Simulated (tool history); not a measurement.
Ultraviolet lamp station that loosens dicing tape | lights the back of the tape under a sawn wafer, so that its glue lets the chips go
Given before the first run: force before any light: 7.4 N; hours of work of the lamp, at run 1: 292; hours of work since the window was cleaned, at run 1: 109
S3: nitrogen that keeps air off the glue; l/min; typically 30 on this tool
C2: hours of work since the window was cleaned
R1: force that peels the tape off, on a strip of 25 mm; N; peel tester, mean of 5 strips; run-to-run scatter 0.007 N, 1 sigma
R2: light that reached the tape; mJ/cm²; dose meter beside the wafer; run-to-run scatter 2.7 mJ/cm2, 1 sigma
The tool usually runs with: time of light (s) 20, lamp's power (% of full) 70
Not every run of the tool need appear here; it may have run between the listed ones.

run 1 hour=0 | time_of_light_(s)=20 lamp's_power_(%_of_full)=70 S3=30 | hours_of_work_of_the_lamp=292 C2=109 | R1=0.236 R2=370
run 2 hour=13.1 | time_of_light_(s)=20 lamp's_power_(%_of_full)=70 S3=30 | hours_of_work_of_the_lamp=299 C2=116 | R1=0.243 R2=373
run 3 hour=27 | time_of_light_(s)=18 lamp's_power_(%_of_full)=70 S3=30 | hours_of_work_of_the_lamp=307 C2=123 | R1=0.317 R2=332
run 4 hour=38.2 | time_of_light_(s)=20 lamp's_power_(%_of_full)=70 S3=30 | hours_of_work_of_the_lamp=313 C2=129 | R1=0.242 R2=376
run 5 hour=51.5 | time_of_light_(s)=20 lamp's_power_(%_of_full)=70 S3=30 | hours_of_work_of_the_lamp=320 C2=137 | R1=0.25 R2=376
run 6 hour=67.5 | time_of_light_(s)=20 lamp's_power_(%_of_full)=70 S3=30 | hours_of_work_of_the_lamp=329 C2=145 | R1=0.243 R2=375
run 7 hour=83 | time_of_light_(s)=20 lamp's_power_(%_of_full)=70 S3=30 | hours_of_work_of_the_lamp=337 C2=154 | R1=0.246 R2=378
run 8 hour=100.4 | time_of_light_(s)=20 lamp's_power_(%_of_full)=70 S3=30 | hours_of_work_of_the_lamp=347 C2=163 | R1=0.253 R2=372
run 9 hour=112.1 | time_of_light_(s)=20 lamp's_power_(%_of_full)=70 S3=30 | hours_of_work_of_the_lamp=353 C2=170 | R1=0.257 R2=374
run 10 hour=119.5 | time_of_light_(s)=20 lamp's_power_(%_of_full)=70 S3=30 | hours_of_work_of_the_lamp=357 C2=174 | R1=0.25 R2=381
run 11 hour=135 | time_of_light_(s)=20 lamp's_power_(%_of_full)=97 S3=30 | hours_of_work_of_the_lamp=366 C2=182 | R1=0.149 R2=519
run 12 hour=146.6 | time_of_light_(s)=19 lamp's_power_(%_of_full)=77 S3=30 | hours_of_work_of_the_lamp=372 C2=189 | R1=0.231 R2=388
run 13 hour=163.6 | time_of_light_(s)=15 lamp's_power_(%_of_full)=66 S3=21 | hours_of_work_of_the_lamp=381 C2=198 | R1=0.649 R2=266
run 14 hour=177.8 | time_of_light_(s)=20 lamp's_power_(%_of_full)=73 S3=45 | hours_of_work_of_the_lamp=389 C2=206 | R1=0.203 R2=392

3 options for the next run, each taken on its own from the tool as it stands now. Forecast them:
run A hour=193 | time_of_light_(s)=29 lamp's_power_(%_of_full)=73 S3=45 | hours_of_work_of_the_lamp=397 C2=214 | R1=? R2=?
run B hour=193 | time_of_light_(s)=34 lamp's_power_(%_of_full)=79 S3=49 | hours_of_work_of_the_lamp=397 C2=214 | R1=? R2=?
run C hour=193 | time_of_light_(s)=22 lamp's_power_(%_of_full)=73 S3=42 | hours_of_work_of_the_lamp=397 C2=214 | R1=? R2=?

run=A R1=0.127 R2=567
run=B R1=0.116 R2=714
run=C R1=0.161 R2=433
Stripped of hidden state, with their random variation kept, the same runs would have yielded:
run=A R1=0.127 R2=568
run=B R1=0.116 R2=716
run=C R1=0.16 R2=434
